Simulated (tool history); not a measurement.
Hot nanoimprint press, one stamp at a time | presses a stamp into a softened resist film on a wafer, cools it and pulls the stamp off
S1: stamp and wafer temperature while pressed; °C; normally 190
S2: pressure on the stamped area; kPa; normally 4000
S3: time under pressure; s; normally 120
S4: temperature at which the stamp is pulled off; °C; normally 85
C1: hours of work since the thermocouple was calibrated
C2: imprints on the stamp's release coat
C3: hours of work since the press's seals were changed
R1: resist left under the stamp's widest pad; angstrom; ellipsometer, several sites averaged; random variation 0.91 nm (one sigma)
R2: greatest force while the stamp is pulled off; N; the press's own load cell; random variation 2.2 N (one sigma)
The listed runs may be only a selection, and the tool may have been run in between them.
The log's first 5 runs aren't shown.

{"run": 6, "hour": 41.1, "S1": 190, "S2": 4000, "S3": 120, "S4": 85, "C1": 320, "C2": 1384, "C3": 89, "R1": 1278, "R2": 146}
{"run": 7, "hour": 50.3, "S1": 190, "S2": 4000, "S3": 120, "S4": 85, "C1": 324, "C2": 1400, "C3": 93, "R1": 1301, "R2": 149}
{"run": 8, "hour": 60.1, "S1": 190, "S2": 2840, "S3": 120, "S4": 85, "C1": 329, "C2": 1416, "C3": 98, "R1": 1539, "R2": 150}
{"run": 9, "hour": 66.1, "S1": 190, "S2": 2840, "S3": 120, "S4": 85, "C1": 332, "C2": 1425, "C3": 100, "R1": 1533, "R2": 146}
{"hour": 76.0, "done": "stamp cleaned and given a new release coat"}
{"run": 10, "hour": 78.5, "S1": 190, "S2": 2840, "S3": 120, "S4": 85, "C1": 335, "C2": 4, "C3": 103, "R1": 1543, "R2": 128}
{"run": 11, "hour": 87.6, "S1": 190, "S2": 2840, "S3": 120, "S4": 85, "C1": 339, "C2": 19, "C3": 107, "R1": 1530, "R2": 132}
{"run": 12, "hour": 95.5, "S1": 190, "S2": 2840, "S3": 120, "S4": 85, "C1": 342, "C2": 32, "C3": 111, "R1": 1547, "R2": 134}
{"run": 13, "hour": 102.3, "S1": 190, "S2": 4000, "S3": 63, "S4": 85, "C1": 345, "C2": 43, "C3": 114, "R1": 1604, "R2": 134}
{"run": 14, "hour": 108.4, "S1": 190, "S2": 4000, "S3": 63, "S4": 85, "C1": 348, "C2": 53, "C3": 117, "R1": 1601, "R2": 135}
{"run": 15, "hour": 116.7, "S1": 190, "S2": 4000, "S3": 120, "S4": 85, "C1": 352, "C2": 67, "C3": 120, "R1": 1294, "R2": 135}
{"run": 16, "hour": 123.1, "S1": 192, "S2": 3080, "S3": 120, "S4": 85, "C1": 355, "C2": 77, "C3": 123, "R1": 1373, "R2": 134}
{"run": 17, "hour": 132.7, "S1": 187, "S2": 4000, "S3": 214, "S4": 85, "C1": 359, "C2": 93, "C3": 128, "R1": 1196, "R2": 132}
{"run": 18, "hour": 142.6, "S1": 183, "S2": 3920, "S3": 121, "S4": 77, "C1": 364, "C2": 109, "C3": 132, "R1": 1736, "R2": 149}
{"run": 19, "hour": 147.8, "S1": 186, "S2": 4090, "S3": 170, "S4": 76, "C1": 366, "C2": 118, "C3": 134, "R1": 1352, "R2": 157}
{"run": 20, "hour": 153.3, "S1": 181, "S2": 2800, "S3": 170, "S4": 76, "C1": 368, "C2": 127, "C3": 137, "R1": 1945, "R2": 149}
{"run": 21, "hour": 159.5, "S1": 181, "S2": 3260, "S3": 170, "S4": 76, "C1": 371, "C2": 137, "C3": 140, "R1": 1828, "R2": 154}
{"run": 22, "hour": 163.9, "S1": 190, "S2": 4000, "S3": 120, "S4": 87, "C1": 373, "C2": 144, "C3": 142, "R1": 1301, "R2": 130}
{"run": 23, "hour": 170.8, "S1": 202, "S2": 4000, "S3": 189, "S4": 72, "C1": 376, "C2": 156, "C3": 145, "R1": 678, "R2": 165}
{"run": 24, "hour": 181.1, "S1": 178, "S2": 6070, "S3": 149, "S4": 73, "C1": 381, "C2": 173, "C3": 150, "R1": 1636, "R2": 159}
{"run": 25, "hour": 190.0, "S1": 183, "S2": 5400, "S3": 120, "S4": 73, "C1": 385, "C2": 187, "C3": 154, "R1": 1483, "R2": 160}
{"run": 26, "hour": 197.9, "S1": 183, "S2": 5400, "S3": 120, "S4": 73, "C1": 389, "C2": 200, "C3": 157, "R1": 1490, "R2": 165}
{"run": 27, "hour": 204.7, "S1": 192, "S2": 4000, "S3": 66, "S4": 85, "C1": 392, "C2": 212, "C3": 160, "R1": 1474, "R2": 130}
{"run": 28, "hour": 214.8, "S1": 190, "S2": 4000, "S3": 120, "S4": 88, "C1": 396, "C2": 228, "C3": 165, "R1": 1312, "R2": 127}
{"run": 29, "hour": 222.6, "S1": 201, "S2": 4000, "S3": 120, "S4": 92, "C1": 400, "C2": 241, "C3": 168, "R1": 838, "R2": 117}
{"run": 30, "hour": 230.9, "S1": 191, "S2": 2670, "S3": 209, "S4": 83, "C1": 404, "C2": 255, "C3": 172, "R1": 1274, "R2": 140}

Predict each of these 4 candidate next runs independently; none follows another, all start after run 30:
{"run": "A", "hour": 237.4, "S1": 200, "S2": 2760, "S3": 160, "S4": 83, "C1": 406, "C2": 265, "C3": 175, "R1": "?", "R2": "?"}
{"run": "B", "hour": 237.4, "S1": 180, "S2": 6360, "S3": 138, "S4": 83, "C1": 406, "C2": 265, "C3": 175, "R1": "?", "R2": "?"}
{"run": "C", "hour": 237.4, "S1": 197, "S2": 2670, "S3": 90, "S4": 73, "C1": 406, "C2": 265, "C3": 175, "R1": "?", "R2": "?"}
{"run": "D", "hour": 237.4, "S1": 197, "S2": 4000, "S3": 76, "S4": 88, "C1": 406, "C2": 265, "C3": 175, "R1": "?", "R2": "?"}

run=A R1=966 R2=136
run=B R1=1485 R2=140
run=C R1=1372 R2=163
run=D R1=1171 R2=130
Stripped of hidden state, with their random variation kept, the same runs would have yielded:
run=A R1=938 R2=131
run=B R1=1426 R2=135
run=C R1=1336 R2=158
run=D R1=1134 R2=125
